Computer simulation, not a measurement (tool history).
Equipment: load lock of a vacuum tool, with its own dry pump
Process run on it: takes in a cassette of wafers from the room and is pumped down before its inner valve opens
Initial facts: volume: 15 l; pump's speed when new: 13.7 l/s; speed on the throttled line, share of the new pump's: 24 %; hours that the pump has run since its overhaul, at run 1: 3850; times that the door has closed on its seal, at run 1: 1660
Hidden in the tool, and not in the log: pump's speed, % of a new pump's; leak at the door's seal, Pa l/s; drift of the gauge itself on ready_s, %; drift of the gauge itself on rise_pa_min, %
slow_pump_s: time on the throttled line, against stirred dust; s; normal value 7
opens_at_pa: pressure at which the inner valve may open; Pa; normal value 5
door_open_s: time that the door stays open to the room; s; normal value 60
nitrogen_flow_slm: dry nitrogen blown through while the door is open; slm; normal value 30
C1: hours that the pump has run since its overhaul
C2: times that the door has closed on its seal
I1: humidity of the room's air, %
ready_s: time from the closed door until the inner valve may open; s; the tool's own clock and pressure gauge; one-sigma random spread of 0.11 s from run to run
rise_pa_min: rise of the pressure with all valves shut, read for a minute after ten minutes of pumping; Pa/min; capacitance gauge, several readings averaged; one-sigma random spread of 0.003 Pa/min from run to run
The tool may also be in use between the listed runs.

Run 1, day 0: usual settings; C1 3850; C2 1660; I1 45.4. Result: ready_s 16.8 s, rise_pa_min 0.06 Pa/min.
Run 2, day 3.692: usual settings; C1 3938; C2 2045; I1 48.1. Result: ready_s 16.6 s, rise_pa_min 0.066 Pa/min.
Run 3, day 5.492: usual settings; C1 3982; C2 2233; I1 43.6. Result: ready_s 16.8 s, rise_pa_min 0.062 Pa/min.
Run 4, day 7.771: usual settings; C1 4036; C2 2471; I1 42.4. Result: ready_s 16.6 s, rise_pa_min 0.063 Pa/min.
Run 5, day 10.625: usual settings; C1 4105; C2 2769; I1 43.9. Result: ready_s 16.8 s, rise_pa_min 0.069 Pa/min.
Run 6, day 12.538: usual settings; C1 4151; C2 2969; I1 45.2. Result: ready_s 16.8 s, rise_pa_min 0.069 Pa/min.
Run 7, day 14.775: usual settings but door_open_s 39 s; C1 4204; C2 3202; I1 41.3. Result: ready_s 16.8 s, rise_pa_min 0.064 Pa/min.
Run 8, day 16.479: usual settings but door_open_s 39 s; C1 4245; C2 3380; I1 45.7. Result: ready_s 17 s, rise_pa_min 0.064 Pa/min.
Run 9, day 18.354: usual settings but door_open_s 39 s; C1 4290; C2 3576; I1 43. Result: ready_s 17 s, rise_pa_min 0.063 Pa/min.
Run 10, day 22.408: usual settings but door_open_s 39 s; C1 4388; C2 3999; I1 43.6. Result: ready_s 16.9 s, rise_pa_min 0.069 Pa/min.
Run 11, day 26.25: usual settings but slow_pump_s 12 s, door_open_s 39 s; C1 4480; C2 4400; I1 48.9. Result: ready_s 20.6 s, rise_pa_min 0.075 Pa/min.
Run 12, day 29.454: usual settings but slow_pump_s 12 s, door_open_s 39 s; C1 4557; C2 4734; I1 45.8. Result: ready_s 20.8 s, rise_pa_min 0.081 Pa/min.
Run 13, day 32.167: usual settings but slow_pump_s 12 s, door_open_s 39 s; C1 4622; C2 5018; I1 43.9. Result: ready_s 20.7 s, rise_pa_min 0.081 Pa/min.
Run 14, day 35.058: usual settings; C1 4691; C2 5319; I1 43.9. Result: ready_s 16.8 s, rise_pa_min 0.093 Pa/min.
Run 15, day 37.167: usual settings; C1 4742; C2 5539; I1 46.5. Result: ready_s 16.7 s, rise_pa_min 0.094 Pa/min.
Run 16, day 41.112: usual settings; C1 4836; C2 5951; I1 48. Result: ready_s 16.7 s, rise_pa_min 0.102 Pa/min.
Run 17, day 44.588: usual settings; C1 4920; C2 6314; I1 46.4. Result: ready_s 16.8 s, rise_pa_min 0.109 Pa/min.
Run 18, day 48.058: usual settings but nitrogen_flow_slm 44 slm; C1 5003; C2 6676; I1 48.6. Result: ready_s 16.8 s, rise_pa_min 0.101 Pa/min.
Run 19, day 50.842: usual settings but nitrogen_flow_slm 27 slm; C1 5070; C2 6967; I1 45.8. Result: ready_s 16.8 s, rise_pa_min 0.108 Pa/min.
Run 20, day 53.942: usual settings but nitrogen_flow_slm 27 slm; C1 5144; C2 7290; I1 44.6. Result: ready_s 16.8 s, rise_pa_min 0.121 Pa/min.
Run 21, day 57.417: usual settings but opens_at_pa 9 Pa; C1 5228; C2 7653; I1 44. Result: ready_s 16.2 s, rise_pa_min 0.114 Pa/min.
Run 22, day 60.558: usual settings but opens_at_pa 9 Pa; C1 5303; C2 7981; I1 42.8. Result: ready_s 16.2 s, rise_pa_min 0.117 Pa/min.
Run 23, day 63.962: usual settings but slow_pump_s 8 s, opens_at_pa 7 Pa, door_open_s 75 s, nitrogen_flow_slm 13 slm; C1 5385; C2 8336; I1 46.8. Result: ready_s 17.2 s, rise_pa_min 0.153 Pa/min.
Run 24, day 67.688: usual settings but slow_pump_s 4 s, nitrogen_flow_slm 5 slm; C1 5474; C2 8725; I1 43.7. Result: ready_s 14.5 s, rise_pa_min 0.165 Pa/min.
Run 25, day 70.8: usual settings but slow_pump_s 4 s, nitrogen_flow_slm 5 slm; C1 5549; C2 9049; I1 45.3. Result: ready_s 14.5 s, rise_pa_min 0.176 Pa/min.
Run 26, day 72.446: usual settings but slow_pump_s 6 s, nitrogen_flow_slm 8 slm; C1 5588; C2 9222; I1 40.4. Result: ready_s 16.4 s, rise_pa_min 0.164 Pa/min.
Run 27, day 75.808: usual settings but slow_pump_s 6 s, opens_at_pa 10 Pa, nitrogen_flow_slm 8 slm; C1 5669; C2 9572; I1 45.7. Result: ready_s 15.4 s, rise_pa_min 0.171 Pa/min.
Run 28, day 78.188: usual settings but door_open_s 177 s, nitrogen_flow_slm 10 slm; C1 5726; C2 9821; I1 43.5. Result: ready_s 17 s, rise_pa_min 0.205 Pa/min.
Run 29, day 80.908: usual settings but door_open_s 177 s, nitrogen_flow_slm 10 slm; C1 5792; C2 10105; I1 47.3. Result: ready_s 16.9 s, rise_pa_min 0.226 Pa/min.
Run 30, day 83.183: usual settings but door_open_s 68 s, nitrogen_flow_slm 20 slm; C1 5846; C2 10342; I1 43.5. Result: ready_s 17 s, rise_pa_min 0.174 Pa/min.
Run 31, day 86.888: usual settings but door_open_s 26 s, nitrogen_flow_slm 21 slm; C1 5935; C2 10729; I1 44.6. Result: ready_s 16.9 s, rise_pa_min 0.155 Pa/min.
Run 32, day 90.833: usual settings but slow_pump_s 9 s, door_open_s 51 s; C1 6030; C2 11141; I1 44.4. Result: ready_s 18.5 s, rise_pa_min 0.168 Pa/min.
Run 33, day 94.529: usual settings but slow_pump_s 4 s, door_open_s 51 s; C1 6118; C2 11526; I1 42.1. Result: ready_s 14.9 s, rise_pa_min 0.176 Pa/min.
Run 34, day 96.617: usual settings but door_open_s 36 s; C1 6169; C2 11744; I1 43.8. Result: ready_s 16.8 s, rise_pa_min 0.175 Pa/min.
Run 35, day 99.133: usual settings but door_open_s 36 s; C1 6229; C2 12007; I1 42.9. Result: ready_s 17.1 s, rise_pa_min 0.176 Pa/min.
Run 36, day 102.979: usual settings but slow_pump_s 6 s, door_open_s 211 s; C1 6321; C2 12408; I1 45.1. Result: ready_s 16.3 s, rise_pa_min 0.225 Pa/min.
Run 37, day 106.833: usual settings but slow_pump_s 6 s, door_open_s 211 s; C1 6414; C2 12811; I1 47.4. Result: ready_s 16.3 s, rise_pa_min 0.227 Pa/min.
Run 38, day 109.342: usual settings but slow_pump_s 6 s, door_open_s 211 s; C1 6474; C2 13072; I1 43.5. Result: ready_s 16.4 s, rise_pa_min 0.229 Pa/min.

Forecast each of these 3 alternatives for the next run:
Run A, day 111.325: usual settings but slow_pump_s 5 s, door_open_s 211 s, nitrogen_flow_slm 6 slm; C1 6522; C2 13280; I1 45. Result: ready_s ?, rise_pa_min ?.
Run B, day 111.325: usual settings but slow_pump_s 8 s, nitrogen_flow_slm 16 slm; C1 6522; C2 13280; I1 46. Result: ready_s ?, rise_pa_min ?.
Run C, day 111.325: usual settings but nitrogen_flow_slm 44 slm; C1 6522; C2 13280; I1 43.8. Result: ready_s ?, rise_pa_min ?.

run  ready_s  rise_pa_min
  A     15.4        0.281
  B     17.6        0.221
  C       17        0.194
With the hidden condition removed and each run's random variation left untouched, the same runs would have given:
run  ready_s  rise_pa_min
  A     14.7        0.117
  B       17        0.059
  C     16.4        0.034
